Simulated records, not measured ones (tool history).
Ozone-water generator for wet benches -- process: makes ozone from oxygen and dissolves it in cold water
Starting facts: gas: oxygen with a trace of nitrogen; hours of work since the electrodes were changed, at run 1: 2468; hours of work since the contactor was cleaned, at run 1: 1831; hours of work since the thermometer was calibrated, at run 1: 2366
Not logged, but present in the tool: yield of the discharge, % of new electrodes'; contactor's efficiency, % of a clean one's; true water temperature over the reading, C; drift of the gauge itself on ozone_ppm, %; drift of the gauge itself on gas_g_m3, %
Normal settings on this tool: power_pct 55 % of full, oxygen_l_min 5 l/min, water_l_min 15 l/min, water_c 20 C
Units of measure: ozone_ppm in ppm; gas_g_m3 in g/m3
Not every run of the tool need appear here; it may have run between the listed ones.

| run | hour | power_pct | oxygen_l_min | water_l_min | water_c | hours of work since the electrodes were changed | hours of work since the contactor was cleaned | hours of work since the thermometer was calibrated | ozone_ppm | gas_g_m3 |
|---|---|---|---|---|---|---|---|---|---|---|
| 1 | 0 | 55 | 5 | 15 | 20 | 2468 | 1831 | 2366 | 17.1 | 162.3 |
| 2 | 51.2 | 55 | 5 | 15 | 20 | 2511 | 1875 | 2409 | 17.3 | 161.7 |
| 3 | 131.7 | 55 | 4.55 | 15 | 20 | 2580 | 1944 | 2478 | 16.9 | 166.8 |
| 4 | 226.7 | 50 | 4.55 | 15 | 20 | 2661 | 2025 | 2559 | 15.7 | 155.2 |
| 5 | 293.7 | 55 | 3.93 | 15 | 20 | 2718 | 2082 | 2616 | 16.8 | 175.1 |
| 6 | 391.6 | 55 | 3.93 | 15 | 20 | 2802 | 2165 | 2700 | 16.8 | 175.2 |
| 7 | 460.5 | 76 | 5 | 15 | 20 | 2860 | 2224 | 2759 | 22.2 | 211 |
| 8 | 548.4 | 73 | 5 | 15 | 20 | 2935 | 2299 | 2834 | 22 | 203.8 |
| 9 | 644.5 | 73 | 5 | 15 | 20 | 3017 | 2381 | 2916 | 21.6 | 205.9 |
| 10 | 753.4 | 73 | 5 | 15 | 17 | 3110 | 2474 | 3008 | 23.1 | 203.2 |
| 11 | 809.8 | 55 | 5 | 15 | 20 | 3158 | 2522 | 3057 | 17.2 | 161.2 |
| 12 | 881.2 | 55 | 5 | 15 | 23 | 3219 | 2583 | 3117 | 16.1 | 161.2 |
| 13 | 973 | 55 | 5 | 13 | 20 | 3298 | 2661 | 3196 | 19.5 | 159.5 |
| 14 | 1029.7 | 55 | 7.29 | 13 | 20 | 3346 | 2710 | 3244 | 19.2 | 137.9 |
| 15 | 1110.2 | 55 | 7.29 | 13 | 20 | 3415 | 2778 | 3313 | 19.3 | 137.7 |
| 16 | 1186.5 | 55 | 7.29 | 13 | 20 | 3480 | 2843 | 3378 | 19.5 | 138.9 |
| 17 | 1240.7 | 55 | 5 | 14 | 20 | 3526 | 2889 | 3424 | 18.2 | 158.4 |
| 18 | 1287.6 | 61 | 4.8 | 14 | 12 | 3566 | 2929 | 3464 | 22.4 | 177.6 |
| 19 | 1391.4 | 55 | 5 | 15 | 14 | 3654 | 3018 | 3553 | 19 | 159.8 |
| 20 | 1491 | 60 | 5 | 17 | 20 | 3739 | 3103 | 3638 | 16.8 | 170.9 |
| 21 | 1591.8 | 60 | 5 | 17 | 20 | 3825 | 3189 | 3724 | 16.8 | 168.4 |
| 22 | 1650 | 41 | 3.01 | 15 | 20 | 3875 | 3239 | 3773 | 12.1 | 151.4 |
| 23 | 1727.5 | 62 | 7.13 | 15 | 20 | 3941 | 3305 | 3839 | 19.7 | 154.3 |
| 24 | 1784.3 | 62 | 8.72 | 11 | 20 | 3990 | 3353 | 3888 | 23.3 | 142.9 |
| 25 | 1851.7 | 55 | 3.56 | 14 | 17 | 4047 | 3411 | 3945 | 18.1 | 177.8 |
| 26 | 1934.2 | 68 | 6.6 | 18 | 16 | 4117 | 3481 | 4016 | 19.7 | 170.2 |
| 27 | 2000.8 | 74 | 4.19 | 22 | 20 | 4174 | 3538 | 4072 | 15.3 | 214.3 |
|  | 2013.2 | gauge calibrated |
| 28 | 2059.3 | 67 | 4.5 | 19 | 20 | 4224 | 3588 | 4122 | 16.5 | 200.1 |
| 29 | 2154.6 | 55 | 4.38 | 15 | 12 | 4305 | 3669 | 4204 | 19.2 | 169.9 |
| 30 | 2263.5 | 55 | 4.38 | 14 | 12 | 4398 | 3762 | 4297 | 20.3 | 168.5 |
|  | 2313.3 | water thermometer calibrated |
| 31 | 2353.6 | 55 | 4.38 | 14 | 12 | 4475 | 3838 | 34 | 20.2 | 168 |
| 32 | 2456.1 | 48 | 6.94 | 11 | 20 | 4562 | 3926 | 122 | 19.1 | 128.3 |
| 33 | 2548.5 | 49 | 6.94 | 11 | 22 | 4641 | 4005 | 201 | 18.7 | 129.8 |

Some steps in gas_g_m3 between neighbouring runs. How much of each would the tool show without its hidden state too (settings, what came in, random variation), and how much is left for the hidden state, with any gauge scatter that isn't in both results?
Run 10 -> 11: power_pct 73 -> 55, water_c 17 -> 20. gas_g_m3 -42 g/m3: hidden state +0.4, all else -42.4.
Run 24 -> 25: power_pct 62 -> 55, oxygen_l_min 8.72 -> 3.56, water_l_min 11 -> 14, water_c 20 -> 17. gas_g_m3 +34.9 g/m3: hidden state -1.2, all else +36.1.
Run 26 -> 27: power_pct 68 -> 74, oxygen_l_min 6.6 -> 4.19, water_l_min 18 -> 22, water_c 16 -> 20. gas_g_m3 +44.1 g/m3: hidden state -1.6, all else +45.7.
Run 27 -> 28: power_pct 74 -> 67, oxygen_l_min 4.19 -> 4.5, water_l_min 22 -> 19, gauge calibrated. gas_g_m3 -14.2 g/m3: hidden state +6.5, all else -20.7.
Run 31 -> 32: power_pct 55 -> 48, oxygen_l_min 4.38 -> 6.94, water_l_min 14 -> 11, water_c 12 -> 20. gas_g_m3 -39.7 g/m3: hidden state +0.1, all else -39.8.

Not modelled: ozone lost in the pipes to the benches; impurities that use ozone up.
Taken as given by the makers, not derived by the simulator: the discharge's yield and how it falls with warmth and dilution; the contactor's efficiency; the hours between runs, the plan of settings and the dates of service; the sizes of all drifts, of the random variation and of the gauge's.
